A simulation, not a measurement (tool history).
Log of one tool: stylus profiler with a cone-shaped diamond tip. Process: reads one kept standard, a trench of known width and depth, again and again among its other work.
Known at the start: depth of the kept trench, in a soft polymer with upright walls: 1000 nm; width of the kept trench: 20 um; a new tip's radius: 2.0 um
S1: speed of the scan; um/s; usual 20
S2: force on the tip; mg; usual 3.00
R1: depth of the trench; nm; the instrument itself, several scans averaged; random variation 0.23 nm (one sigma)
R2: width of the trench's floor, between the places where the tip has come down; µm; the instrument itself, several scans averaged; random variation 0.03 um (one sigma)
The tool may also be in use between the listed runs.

run   hour  S1    S2       R1     R2
  1    0.0  20  3.00  1019.84  13.11
  2   47.4  20  3.00  1020.12  13.01
  3   96.1  20  3.00  1020.50  12.89
  4  137.8  16  3.00  1020.40  12.84
     159.6  -- new tip fitted, height scale calibrated
  5  192.8  16  3.00  1016.88  16.28
  6  227.4  16  3.00  1016.75  16.10
  7  256.2  16  3.00  1017.05  15.98
  8  304.9  16  2.19  1014.17  15.72
  9  345.4  19  1.29  1009.83  15.47
 10  404.8   6  1.29  1010.21  15.33
 11  451.5  60  2.02  1013.66  14.81
 12  493.0   7  1.17  1009.59  15.06
 13  540.3  15  2.73  1016.32  14.82
 14  571.1  15  2.73  1016.93  14.73
 15  630.9   5  5.47  1026.87  14.52

4 ways to go on from here, each from the tool as it stands after run 15. What would each give?
  A  667.5  44  6.09   ?   ?
  B  667.5  56  6.43   ?   ?
  C  667.5  19  2.15   ?   ?
  D  667.5   6  8.20   ?   ?

run       R1     R2
  A  1028.67  14.29
  B  1029.86  14.23
  C  1014.80  14.39
  D  1034.92  14.43
Without the tool's hidden state the same runs would have given:
run       R1     R2
  A  1027.84  16.38
  B  1029.02  16.32
  C  1013.97  16.48
  D  1034.07  16.52
